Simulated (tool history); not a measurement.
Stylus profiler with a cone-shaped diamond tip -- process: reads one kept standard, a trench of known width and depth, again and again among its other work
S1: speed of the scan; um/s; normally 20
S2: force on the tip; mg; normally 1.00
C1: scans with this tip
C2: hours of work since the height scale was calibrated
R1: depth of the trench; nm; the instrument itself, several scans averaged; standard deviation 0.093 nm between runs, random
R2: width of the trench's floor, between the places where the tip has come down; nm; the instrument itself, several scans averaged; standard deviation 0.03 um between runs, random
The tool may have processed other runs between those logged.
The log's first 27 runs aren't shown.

run 28 day=64.550 | S1=70 S2=1.77 | C1=1621 C2=59 | R1=202.67 R2=47520
run 29 day=67.446 | S1=10 S2=2.50 | C1=2146 C2=113 | R1=203.43 R2=47740
run 30 day=69.458 | S1=69 S2=0.91 | C1=2511 C2=150 | R1=201.49 R2=47220
run 31 day=71.804 | S1=69 S2=0.91 | C1=2936 C2=193 | R1=201.63 R2=47150
run 32 day=74.783 | S1=69 S2=0.91 | C1=3476 C2=248 | R1=201.72 R2=46980
run 33 day=76.196 | S1=19 S2=1.72 | C1=3731 C2=274 | R1=202.43 R2=47360
run 34 day=79.338 | S1=20 S2=0.74 | C1=4301 C2=333 | R1=201.38 R2=47290
run 35 day=80.688 | S1=20 S2=0.74 | C1=4545 C2=358 | R1=201.43 R2=47180
run 36 day=83.521 | S1=20 S2=0.74 | C1=5059 C2=410 | R1=201.33 R2=47070
run 37 day=86.329 | S1=48 S2=0.40 | C1=5567 C2=462 | R1=200.64 R2=46680
run 38 day=89.633 | S1=20 S2=1.37 | C1=6166 C2=523 | R1=201.83 R2=47000
run 39 day=90.996 | S1=20 S2=1.37 | C1=6413 C2=548 | R1=201.84 R2=46940
run 40 day=93.988 | S1=10 S2=0.40 | C1=6955 C2=604 | R1=200.60 R2=46880
run 41 day=96.167 | S1=5 S2=2.32 | C1=7350 C2=644 | R1=202.66 R2=46900
run 42 day=99.125 | S1=32 S2=1.00 | C1=7886 C2=699 | R1=201.43 R2=46620
run 43 day=100.638 | S1=60 S2=0.44 | C1=8160 C2=726 | R1=200.55 R2=46180
-- day=101.954 new tip fitted, height scale calibrated
run 44 day=103.242 | S1=34 S2=2.08 | C1=234 C2=24 | R1=202.96 R2=48100
run 45 day=106.092 | S1=34 S2=2.08 | C1=750 C2=77 | R1=202.85 R2=47990

Alternative continuations, all from the tool just after run 45; predict every row:
run A day=108.942 | S1=11 S2=2.08 | C1=1267 C2=129 | R1=? R2=?
run B day=108.942 | S1=30 S2=2.55 | C1=1267 C2=129 | R1=? R2=?
run C day=108.942 | S1=6 S2=0.37 | C1=1267 C2=129 | R1=? R2=?

run=A R1=202.92 R2=47940
run=B R1=203.38 R2=47850
run=C R1=200.73 R2=47890
Without the tool's hidden state the same runs would have given:
run=A R1=202.98 R2=48210
run=B R1=203.44 R2=48120
run=C R1=200.79 R2=48160

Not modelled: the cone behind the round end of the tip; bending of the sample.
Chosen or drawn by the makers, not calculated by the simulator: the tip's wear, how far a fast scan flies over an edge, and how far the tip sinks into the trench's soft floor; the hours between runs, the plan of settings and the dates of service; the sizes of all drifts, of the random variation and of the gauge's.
